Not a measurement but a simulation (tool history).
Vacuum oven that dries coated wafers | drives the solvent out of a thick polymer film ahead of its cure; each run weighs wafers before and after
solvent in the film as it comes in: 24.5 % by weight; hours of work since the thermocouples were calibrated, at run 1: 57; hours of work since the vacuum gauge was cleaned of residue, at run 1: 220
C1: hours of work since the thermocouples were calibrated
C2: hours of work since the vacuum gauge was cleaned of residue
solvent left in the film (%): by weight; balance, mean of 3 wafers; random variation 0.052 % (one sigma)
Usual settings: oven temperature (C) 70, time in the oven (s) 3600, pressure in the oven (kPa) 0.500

Run 1, hour 0.0: usual settings; C1 57; C2 220. Result: solvent left in the film (%) 1.48.
Run 2, hour 45.8: usual settings; C1 88; C2 251. Result: solvent left in the film (%) 1.54.
Run 3, hour 83.5: usual settings but time in the oven (s) 5760; C1 113; C2 276. Result: solvent left in the film (%) 0.70.
Run 4, hour 111.0: usual settings; C1 132; C2 295. Result: solvent left in the film (%) 1.52.
Run 5, hour 148.9: usual settings; C1 157; C2 320. Result: solvent left in the film (%) 1.42.
Run 6, hour 174.0: usual settings; C1 174; C2 337. Result: solvent left in the film (%) 1.49.
Run 7, hour 202.2: usual settings; C1 193; C2 356. Result: solvent left in the film (%) 1.50.
Run 8, hour 248.0: usual settings but time in the oven (s) 1800; C1 223; C2 386. Result: solvent left in the film (%) 4.99.
Run 9, hour 272.3: usual settings; C1 239; C2 403. Result: solvent left in the film (%) 1.47.
Run 10, hour 316.6: usual settings; C1 269; C2 432. Result: solvent left in the film (%) 1.53.
Run 11, hour 350.3: usual settings but pressure in the oven (kPa) 0.311; C1 292; C2 455. Result: solvent left in the film (%) 1.39.
Run 12, hour 379.3: usual settings but time in the oven (s) 4920; C1 311; C2 474. Result: solvent left in the film (%) 0.90.
Run 13, hour 425.3: usual settings but time in the oven (s) 4920; C1 342; C2 505. Result: solvent left in the film (%) 0.92.
Run 14, hour 458.6: usual settings; C1 364; C2 527. Result: solvent left in the film (%) 1.52.
Run 15, hour 500.1: usual settings; C1 392; C2 555. Result: solvent left in the film (%) 1.53.
Run 16, hour 543.8: usual settings; C1 421; C2 584. Result: solvent left in the film (%) 1.52.
Run 17, hour 587.0: usual settings; C1 450; C2 613. Result: solvent left in the film (%) 1.39.
Run 18, hour 615.9: usual settings; C1 469; C2 633. Result: solvent left in the film (%) 1.51.
Run 19, hour 648.2: usual settings; C1 491; C2 654. Result: solvent left in the film (%) 1.53.
Run 20, hour 687.4: usual settings; C1 517; C2 680. Result: solvent left in the film (%) 1.54.

Forecast run 21:
Run 21, hour 725.7: usual settings; C1 543; C2 706. Result: solvent left in the film (%) ?.

solvent left in the film (%): 1.60
Without the tool's hidden state the same run would have given solvent left in the film (%) 1.58.

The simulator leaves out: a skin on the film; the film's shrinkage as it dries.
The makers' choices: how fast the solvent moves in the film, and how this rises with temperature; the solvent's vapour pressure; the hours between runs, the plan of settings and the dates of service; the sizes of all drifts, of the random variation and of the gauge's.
